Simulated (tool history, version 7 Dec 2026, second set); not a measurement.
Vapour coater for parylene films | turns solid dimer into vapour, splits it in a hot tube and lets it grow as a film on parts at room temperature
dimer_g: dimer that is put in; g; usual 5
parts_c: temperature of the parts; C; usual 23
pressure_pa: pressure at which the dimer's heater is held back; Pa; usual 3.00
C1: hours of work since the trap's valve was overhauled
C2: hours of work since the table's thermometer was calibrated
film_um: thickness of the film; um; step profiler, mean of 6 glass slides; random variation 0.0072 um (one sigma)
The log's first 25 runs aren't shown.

{"run": 26, "hour": 487.7, "dimer_g": 2, "parts_c": 31, "pressure_pa": 8.01, "C1": 43, "C2": 906, "film_um": 0.21}
{"run": 27, "hour": 508.1, "dimer_g": 5, "parts_c": 18, "pressure_pa": 8.31, "C1": 60, "C2": 922, "film_um": 0.847}
{"run": 28, "hour": 530.6, "dimer_g": 5, "parts_c": 18, "pressure_pa": 8.31, "C1": 78, "C2": 940, "film_um": 0.839}
{"run": 29, "hour": 548.7, "dimer_g": 2, "parts_c": 23, "pressure_pa": 5.09, "C1": 92, "C2": 954, "film_um": 0.296}
{"run": 30, "hour": 564.0, "dimer_g": 5, "parts_c": 23, "pressure_pa": 11.68, "C1": 104, "C2": 967, "film_um": 0.676}
{"run": 31, "hour": 579.4, "dimer_g": 5, "parts_c": 23, "pressure_pa": 11.68, "C1": 117, "C2": 979, "film_um": 0.684}
{"run": 32, "hour": 591.0, "dimer_g": 5, "parts_c": 18, "pressure_pa": 5.87, "C1": 126, "C2": 988, "film_um": 0.847}
{"run": 33, "hour": 609.3, "dimer_g": 5, "parts_c": 19, "pressure_pa": 2.77, "C1": 141, "C2": 1003, "film_um": 0.877}
{"run": 34, "hour": 629.1, "dimer_g": 5, "parts_c": 17, "pressure_pa": 2.77, "C1": 156, "C2": 1019, "film_um": 0.958}
{"run": 35, "hour": 646.5, "dimer_g": 4, "parts_c": 25, "pressure_pa": 5.17, "C1": 170, "C2": 1033, "film_um": 0.546}
{"run": 36, "hour": 663.1, "dimer_g": 2, "parts_c": 23, "pressure_pa": 3.0, "C1": 184, "C2": 1046, "film_um": 0.308}
{"run": 37, "hour": 683.6, "dimer_g": 2, "parts_c": 21, "pressure_pa": 10.43, "C1": 200, "C2": 1062, "film_um": 0.289}
{"hour": 688.6, "done": "table's thermometer calibrated"}
{"run": 38, "hour": 695.6, "dimer_g": 5, "parts_c": 23, "pressure_pa": 4.21, "C1": 209, "C2": 6, "film_um": 0.733}
{"run": 39, "hour": 707.6, "dimer_g": 5, "parts_c": 23, "pressure_pa": 6.68, "C1": 218, "C2": 15, "film_um": 0.714}
{"run": 40, "hour": 720.5, "dimer_g": 5, "parts_c": 23, "pressure_pa": 6.68, "C1": 229, "C2": 25, "film_um": 0.708}
{"hour": 730.3, "done": "trap's valve overhauled"}
{"run": 41, "hour": 742.8, "dimer_g": 3, "parts_c": 23, "pressure_pa": 3.0, "C1": 10, "C2": 40, "film_um": 0.449}
{"run": 42, "hour": 768.4, "dimer_g": 5, "parts_c": 23, "pressure_pa": 3.07, "C1": 30, "C2": 60, "film_um": 0.773}
{"run": 43, "hour": 786.1, "dimer_g": 5, "parts_c": 33, "pressure_pa": 2.06, "C1": 45, "C2": 75, "film_um": 0.554}
{"run": 44, "hour": 809.5, "dimer_g": 3, "parts_c": 34, "pressure_pa": 7.01, "C1": 63, "C2": 93, "film_um": 0.302}
{"run": 45, "hour": 828.6, "dimer_g": 5, "parts_c": 27, "pressure_pa": 3.0, "C1": 78, "C2": 109, "film_um": 0.668}

3 ways to go on from here, each from the tool as it stands after run 45. What would each give?
{"run": "A", "hour": 848.6, "dimer_g": 8, "parts_c": 22, "pressure_pa": 2.21, "C1": 94, "C2": 125, "film_um": "?"}
{"run": "B", "hour": 848.6, "dimer_g": 3, "parts_c": 22, "pressure_pa": 3.0, "C1": 94, "C2": 125, "film_um": "?"}
{"run": "C", "hour": 848.6, "dimer_g": 9, "parts_c": 30, "pressure_pa": 3.74, "C1": 94, "C2": 125, "film_um": "?"}

run=A film_um=1.304
run=B film_um=0.471
run=C film_um=1.047
Without the tool's hidden state the same runs would have given:
run=A film_um=1.306
run=B film_um=0.472
run=C film_um=1.049
